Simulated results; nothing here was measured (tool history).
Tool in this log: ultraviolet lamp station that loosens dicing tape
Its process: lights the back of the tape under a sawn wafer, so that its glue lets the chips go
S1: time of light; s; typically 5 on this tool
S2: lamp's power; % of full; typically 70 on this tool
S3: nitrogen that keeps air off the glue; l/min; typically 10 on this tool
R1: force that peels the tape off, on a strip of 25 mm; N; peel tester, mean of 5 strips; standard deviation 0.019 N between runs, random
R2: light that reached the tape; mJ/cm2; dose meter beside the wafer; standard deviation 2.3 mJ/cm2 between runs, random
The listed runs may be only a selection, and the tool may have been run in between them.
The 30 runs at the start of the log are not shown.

run 31 hour=314.2 | S1=7 S2=70 S3=9 | R1=0.781 R2=276
run 32 hour=324.2 | S1=4 S2=70 S3=17 | R1=1.536 R2=152
run 33 hour=333.6 | S1=4 S2=70 S3=17 | R1=1.573 R2=158
run 34 hour=340.8 | S1=6 S2=66 S3=8 | R1=1.259 R2=222
run 35 hour=354.6 | S1=3 S2=66 S3=4 | R1=3.597 R2=111
-- hour=366.1 window cleaned of glue's vapour, once more
run 36 hour=369.8 | S1=4 S2=66 S3=4 | R1=2.419 R2=164
run 37 hour=377.2 | S1=4 S2=66 S3=4 | R1=2.481 R2=170
run 38 hour=385.7 | S1=5 S2=66 S3=4 | R1=1.935 R2=207
run 39 hour=394.2 | S1=5 S2=66 S3=4 | R1=1.968 R2=209
run 40 hour=403.8 | S1=2 S2=66 S3=20 | R1=3.092 R2=83
run 41 hour=415.2 | S1=3 S2=70 S3=10 | R1=2.365 R2=126
run 42 hour=430.2 | S1=3 S2=78 S3=3 | R1=3.099 R2=144

5 options for the next run, each taken on its own from the tool as it stands now. Forecast them:
run A hour=442.0 | S1=3 S2=78 S3=6 | R1=? R2=?
run B hour=442.0 | S1=3 S2=97 S3=19 | R1=? R2=?
run C hour=442.0 | S1=5 S2=65 S3=3 | R1=? R2=?
run D hour=442.0 | S1=2 S2=90 S3=6 | R1=? R2=?
run E hour=442.0 | S1=7 S2=91 S3=3 | R1=? R2=?

run=A R1=2.488 R2=146
run=B R1=1.254 R2=179
run=C R1=2.127 R2=199
run=D R1=3.165 R2=111
run=E R1=0.804 R2=394
What these runs would have given with no unlogged condition in the tool:
run=A R1=2.141 R2=167
run=B R1=0.988 R2=205
run=C R1=1.805 R2=228
run=D R1=2.815 R2=127
run=E R1=0.612 R2=451
